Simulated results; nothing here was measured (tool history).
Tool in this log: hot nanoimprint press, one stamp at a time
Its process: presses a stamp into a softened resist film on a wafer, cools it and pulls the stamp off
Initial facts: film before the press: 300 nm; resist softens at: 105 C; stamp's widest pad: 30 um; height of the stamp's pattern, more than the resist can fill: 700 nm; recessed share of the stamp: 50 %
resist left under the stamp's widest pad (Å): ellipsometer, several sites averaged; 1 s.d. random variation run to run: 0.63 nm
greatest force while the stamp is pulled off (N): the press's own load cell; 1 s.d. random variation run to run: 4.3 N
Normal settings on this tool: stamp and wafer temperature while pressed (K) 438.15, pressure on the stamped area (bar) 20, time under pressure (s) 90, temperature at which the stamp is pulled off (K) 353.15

run,hour,stamp and wafer temperature while pressed (K),pressure on the stamped area (bar),time under pressure (s),temperature at which the stamp is pulled off (K),resist left under the stamp's widest pad (Å),greatest force while the stamp is pulled off (N)
1,0,438.15,20,90,353.15,1573,206
2,45.2,438.15,20,90,358.15,1576,194
3,85.9,435.15,20,90,358.15,1841,196
4,115.1,438.15,20,90,358.15,1576,195
5,140.8,438.15,20,90,353.15,1581,204
6,176.7,438.15,20,90,353.15,1583,214
7,204.6,438.15,20,90,353.15,1584,213
8,238,433.15,20,90,353.15,2050,209
9,265,438.15,20,61,353.15,1800,204
10,295.6,438.15,30,90,353.15,1322,206
11,328.4,438.15,30,90,353.15,1314,207
12,366.8,438.15,30,90,353.15,1323,210
13,407.8,438.15,30,90,353.15,1339,208
14,427.1,438.15,30,90,353.15,1340,214
15,452.4,438.15,30,90,353.15,1327,209
# hour 475: gauge calibrated
16,493.2,449.15,19.1,91,353.15,886,207
17,530.1,438.15,12.5,90,353.15,1904,209
18,549.9,438.15,23.7,48,352.15,1789,215
19,580.5,438.15,23.7,48,352.15,1797,216
20,619.6,430.15,22.4,124,354.15,2051,207
21,648.2,431.15,27.3,96,341.15,1964,237
22,677.3,433.15,15.5,146,349.15,1945,213
23,701.2,433.15,15.5,146,349.15,1950,218
24,732.9,449.15,13.1,146,355.15,918,204
25,764.7,438.15,20,81,353.15,1643,213
# hour 778: press's hydraulic seals changed and the load cell set to zero
# hour 800.2: stamp cleaned and given a new release coat
26,811.9,446.15,26.6,53,341.15,1104,240
27,836.1,438.15,20,145,359.15,1354,200
28,858.8,438.15,20,145,359.15,1352,198
29,896.1,438.15,14.6,55,354.15,2082,211
30,926.9,430.15,25.7,55,360.15,2394,192

Results per run with the tool's hidden condition removed, run-to-run variation unchanged:
Hidden conditions of the tool in this case: true temperature over the reading, C; pressure that arrives at the usual setting, %; grip of the stamp's worn release coat, % over a new coat's; drift of the gauge itself on residual_nm, %; drift of the gauge itself on pull_off_n, %.
run,resist left under the stamp's widest pad (Å)
1,1572
2,1572
3,1833
4,1567
5,1570
6,1569
7,1568
8,2025
9,1777
10,1302
11,1293
12,1299
13,1312
14,1312
15,1298
16,885
17,1899
18,1783
19,1788
20,2036
21,1947
22,1926
23,1928
24,906
25,1620
26,1086
27,1331
28,1328
29,2042
30,2344
greatest force while the stamp is pulled off (N): at most 2 away from the measurement, every run.
